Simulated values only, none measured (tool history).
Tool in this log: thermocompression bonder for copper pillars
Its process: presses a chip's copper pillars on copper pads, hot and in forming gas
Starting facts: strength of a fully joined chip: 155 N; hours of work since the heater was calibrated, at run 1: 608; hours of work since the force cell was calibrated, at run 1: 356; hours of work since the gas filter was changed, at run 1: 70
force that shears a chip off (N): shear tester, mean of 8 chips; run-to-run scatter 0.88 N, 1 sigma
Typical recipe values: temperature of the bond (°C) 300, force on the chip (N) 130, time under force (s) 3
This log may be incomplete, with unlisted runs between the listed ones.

run	hour	temperature of the bond (°C)	force on the chip (N)	time under force (s)	hours of work since the heater was calibrated	hours of work since the force cell was calibrated	hours of work since the gas filter was changed	force that shears a chip off (N)
1	0	300	130	3	608	356	70	77.6
2	33.4	300	94	3	632	380	95	62.9
3	58.9	300	94	3	651	399	114	61.3
4	87.4	300	94	3	672	420	134	61.2
# hour 128.5: forming gas filter changed
5	136.2	300	94	3	707	455	6	65.4
6	162.8	300	94	3	727	474	25	65.8
7	209.5	300	94	3	761	509	59	63.7
8	232.2	300	94	3	778	525	76	64
9	278.5	300	94	4	812	559	110	68.5
10	330	300	170	3	849	597	148	85.1
# hour 355.7: forming gas filter changed
11	376.3	300	170	3	883	631	15	92.9
12	406.9	300	170	3	905	653	38	93.6
13	432.4	300	170	3	924	672	56	92
14	460.3	300	170	3	944	692	77	89.7
15	492.8	300	170	3	968	716	100	88.9
# hour 496.8: force cell calibrated
16	524.3	299	130	3	990	20	122	73.2
17	551.4	300	130	8	1010	40	142	99.6
# hour 581.9: forming gas filter changed
18	589.3	300	130	8	1038	67	5	108.5
19	620.6	300	130	8	1061	90	28	105.7
# hour 639.8: force cell calibrated, once more
20	662.7	300	130	3	1090	17	58	80.2
21	698.1	275	130	4	1116	43	84	64.2
22	739.1	311	141	3	1146	73	114	92.6
23	783.4	276	87	4	1179	105	147	46.6
# hour 807.2: forming gas filter changed
24	829	280	87	4	1212	138	16	55.7
25	880.5	280	87	4	1249	176	54	54.9
26	908.5	312	159	2	1270	197	74	89.6
27	946.2	296	81	3	1298	224	102	57.4
28	976.7	296	81	3	1320	247	124	56
29	1013.5	307	116	3	1347	273	151	78.5
# hour 1033.1: forming gas filter changed
30	1064.4	307	116	3	1384	310	23	85.7
31	1101	301	146	2	1411	337	50	78.8
32	1130.6	309	191	2	1432	359	71	98.7
33	1160.4	278	130	5	1454	381	93	72.3
34	1195.5	325	145	5	1480	406	119	118.3
35	1222	296	129	4	1499	426	138	80.2
36	1253.4	273	142	5	1522	449	161	68.9
# hour 1256.7: forming gas filter changed
37	1283.5	273	142	2	1544	471	20	53
38	1329.4	329	83	4	1578	504	53	98.1
39	1377.4	270	83	4	1613	539	88	44.5

Each row is a separate what-if for the run after 39, all from the same tool condition, not one after another. Results?
A	1403.3	288	130	2	1632	558	107	?
B	1403.3	313	130	3	1632	558	107	?
C	1403.3	297	137	4	1632	558	107	?
D	1403.3	272	166	4	1632	558	107	?

run	force that shears a chip off (N)
A	59.5
B	91.2
C	87.6
D	72.8
Stripped of hidden state, with their random variation kept, the same runs would have yielded:
run	force that shears a chip off (N)
A	55.3
B	88.9
C	84.2
D	67.9
